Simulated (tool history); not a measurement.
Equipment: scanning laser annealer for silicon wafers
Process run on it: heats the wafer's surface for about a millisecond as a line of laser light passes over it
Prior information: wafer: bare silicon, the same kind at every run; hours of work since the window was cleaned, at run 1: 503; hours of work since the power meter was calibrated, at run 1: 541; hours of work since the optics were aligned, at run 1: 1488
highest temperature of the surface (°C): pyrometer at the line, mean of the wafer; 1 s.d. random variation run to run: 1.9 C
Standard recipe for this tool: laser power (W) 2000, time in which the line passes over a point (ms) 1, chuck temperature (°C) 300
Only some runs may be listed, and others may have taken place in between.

| run | hour | laser power (W) | time in which the line passes over a point (ms) | chuck temperature (°C) | hours of work since the window was cleaned | hours of work since the power meter was calibrated | hours of work since the optics were aligned | highest temperature of the surface (°C) |
|---|---|---|---|---|---|---|---|---|
| 1 | 0 | 2000 | 1 | 300 | 503 | 541 | 1488 | 1086 |
| 2 | 43.5 | 2000 | 1 | 300 | 534 | 572 | 1519 | 1087 |
| 3 | 90.4 | 2000 | 1 | 300 | 567 | 606 | 1553 | 1083 |
| 4 | 129.5 | 2000 | 1 | 300 | 595 | 633 | 1580 | 1084 |
| 5 | 156.3 | 2000 | 0.85 | 300 | 614 | 653 | 1599 | 1015 |
| 6 | 202.7 | 2000 | 0.85 | 300 | 647 | 686 | 1632 | 1015 |
| 7 | 242.5 | 2000 | 0.85 | 300 | 675 | 714 | 1661 | 1014 |
| 8 | 294.7 | 2000 | 0.85 | 300 | 712 | 751 | 1698 | 1013 |
|  | 305.3 | window over the wafer cleaned |
| 9 | 324.5 | 2000 | 0.9 | 300 | 14 | 771 | 1718 | 1040 |
| 10 | 379.6 | 1734 | 0.9 | 300 | 53 | 810 | 1757 | 939 |
| 11 | 406.4 | 1734 | 0.9 | 300 | 72 | 829 | 1776 | 938 |
| 12 | 462.9 | 2166 | 1 | 300 | 112 | 869 | 1816 | 1152 |
| 13 | 507.8 | 2166 | 1 | 300 | 144 | 901 | 1848 | 1154 |
|  | 515.3 | optics aligned, line set to its width |
| 14 | 545.8 | 2000 | 1 | 300 | 167 | 925 | 22 | 1083 |
| 15 | 579.2 | 2000 | 1 | 300 | 191 | 948 | 45 | 1085 |
| 16 | 639.2 | 2000 | 1 | 300 | 234 | 991 | 88 | 1085 |
| 17 | 698.8 | 2000 | 1 | 300 | 276 | 1033 | 130 | 1083 |
| 18 | 732.4 | 1741 | 1 | 285 | 300 | 1057 | 154 | 967 |
| 19 | 764 | 1741 | 0.9 | 300 | 323 | 1080 | 177 | 940 |
| 20 | 793.7 | 1900 | 1.09 | 332 | 344 | 1101 | 198 | 1112 |
| 21 | 856.1 | 2182 | 0.89 | 332 | 388 | 1145 | 242 | 1135 |
| 22 | 882 | 2066 | 1 | 316 | 407 | 1164 | 261 | 1127 |
| 23 | 933.5 | 2000 | 1.14 | 300 | 443 | 1200 | 297 | 1149 |
| 24 | 966 | 1833 | 0.95 | 265 | 466 | 1223 | 320 | 960 |
| 25 | 995 | 2091 | 1.09 | 281 | 487 | 1244 | 341 | 1142 |
| 26 | 1020.5 | 2091 | 1.09 | 281 | 505 | 1262 | 359 | 1141 |
| 27 | 1081.1 | 2091 | 1.09 | 281 | 548 | 1305 | 402 | 1142 |
| 28 | 1107.1 | 2000 | 1.12 | 311 | 567 | 1324 | 421 | 1144 |
| 29 | 1155.3 | 2126 | 1 | 288 | 601 | 1358 | 455 | 1125 |
| 30 | 1196.7 | 1802 | 1 | 288 | 630 | 1387 | 484 | 993 |
| 31 | 1252.8 | 1802 | 1 | 288 | 670 | 1427 | 524 | 992 |
| 32 | 1284.1 | 1857 | 1 | 289 | 692 | 1449 | 547 | 1014 |
|  | 1318.3 | window over the wafer cleaned |
| 33 | 1342.6 | 1706 | 1.23 | 284 | 17 | 1490 | 587 | 1035 |
| 34 | 1371.1 | 1706 | 1.23 | 284 | 38 | 1510 | 607 | 1032 |

Here are 4 independent what-if runs from the current tool condition. What would each one return?
| A | 1413.2 | 2088 | 1.23 | 284 | 67 | 1540 | 637 | ? |
| B | 1413.2 | 1908 | 1.01 | 284 | 67 | 1540 | 637 | ? |
| C | 1413.2 | 1943 | 1.07 | 270 | 67 | 1540 | 637 | ? |
| D | 1413.2 | 2083 | 1.23 | 277 | 67 | 1540 | 637 | ? |

| run | highest temperature of the surface (°C) |
|---|---|
| A | 1209 |
| B | 1037 |
| C | 1064 |
| D | 1196 |
Stripped of hidden state, with their random variation kept, the same runs would have yielded:
| run | highest temperature of the surface (°C) |
|---|---|
| A | 1209 |
| B | 1037 |
| C | 1064 |
| D | 1196 |
